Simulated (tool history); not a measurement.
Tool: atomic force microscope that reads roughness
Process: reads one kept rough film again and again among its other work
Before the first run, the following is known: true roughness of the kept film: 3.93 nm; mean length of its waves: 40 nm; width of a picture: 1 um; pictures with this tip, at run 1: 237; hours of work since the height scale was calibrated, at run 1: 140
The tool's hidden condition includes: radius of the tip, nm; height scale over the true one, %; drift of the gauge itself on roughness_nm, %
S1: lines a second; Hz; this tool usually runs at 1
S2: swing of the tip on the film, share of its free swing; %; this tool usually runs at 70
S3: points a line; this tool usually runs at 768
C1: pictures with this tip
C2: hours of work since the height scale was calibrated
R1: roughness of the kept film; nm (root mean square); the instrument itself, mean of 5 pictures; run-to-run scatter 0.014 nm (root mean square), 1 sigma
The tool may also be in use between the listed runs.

| run | day | S1 | S2 | S3 | C1 | C2 | R1 |
|---|---|---|---|---|---|---|---|
| 1 | 0 | 1 | 70 | 768 | 237 | 140 | 3.391 |
| 2 | 0.579 | 3.36 | 70 | 768 | 256 | 150 | 2.969 |
| 3 | 1.167 | 3.36 | 70 | 768 | 276 | 159 | 2.987 |
| 4 | 2.004 | 3.36 | 70 | 768 | 304 | 173 | 2.962 |
| 5 | 3.025 | 0.94 | 70 | 768 | 338 | 190 | 3.358 |
| 6 | 3.521 | 1 | 70 | 768 | 354 | 198 | 3.338 |
|  | 3.992 | new tip fitted |
| 7 | 4.404 | 1 | 70 | 768 | 14 | 212 | 3.51 |
|  | 4.521 | height scale calibrated on a step standard |
| 8 | 4.896 | 1 | 70 | 768 | 29 | 6 | 3.516 |
| 9 | 5.821 | 3.3 | 75 | 817 | 59 | 21 | 2.915 |
| 10 | 6.367 | 0.69 | 64 | 522 | 78 | 30 | 3.596 |
|  | 6.921 | height scale calibrated on a step standard, once more |
| 11 | 7.229 | 0.69 | 64 | 438 | 105 | 5 | 3.585 |
| 12 | 8.15 | 0.78 | 74 | 538 | 135 | 20 | 3.468 |
| 13 | 8.775 | 0.56 | 83 | 538 | 156 | 31 | 3.424 |
| 14 | 9.538 | 0.56 | 83 | 538 | 182 | 43 | 3.442 |
| 15 | 10.188 | 1.95 | 59 | 321 | 203 | 54 | 3.391 |
| 16 | 10.912 | 0.73 | 89 | 613 | 227 | 66 | 3.236 |

Consider 4 possible next runs. They are alternatives, not a sequence: every one starts from the tool as it was left by run 16. What does each give?
| A | 11.658 | 1 | 77 | 395 | 252 | 78 | ? |
| B | 11.658 | 0.79 | 89 | 613 | 252 | 78 | ? |
| C | 11.658 | 0.73 | 89 | 309 | 252 | 78 | ? |
| D | 11.658 | 1 | 84 | 744 | 252 | 78 | ? |

| run | R1 |
|---|---|
| A | 3.288 |
| B | 3.178 |
| C | 3.208 |
| D | 3.214 |
Take away the tool's hidden state, keep each run's random variation, and the runs would have read:
| run | R1 |
|---|---|
| A | 3.41 |
| B | 3.296 |
| C | 3.327 |
| D | 3.333 |
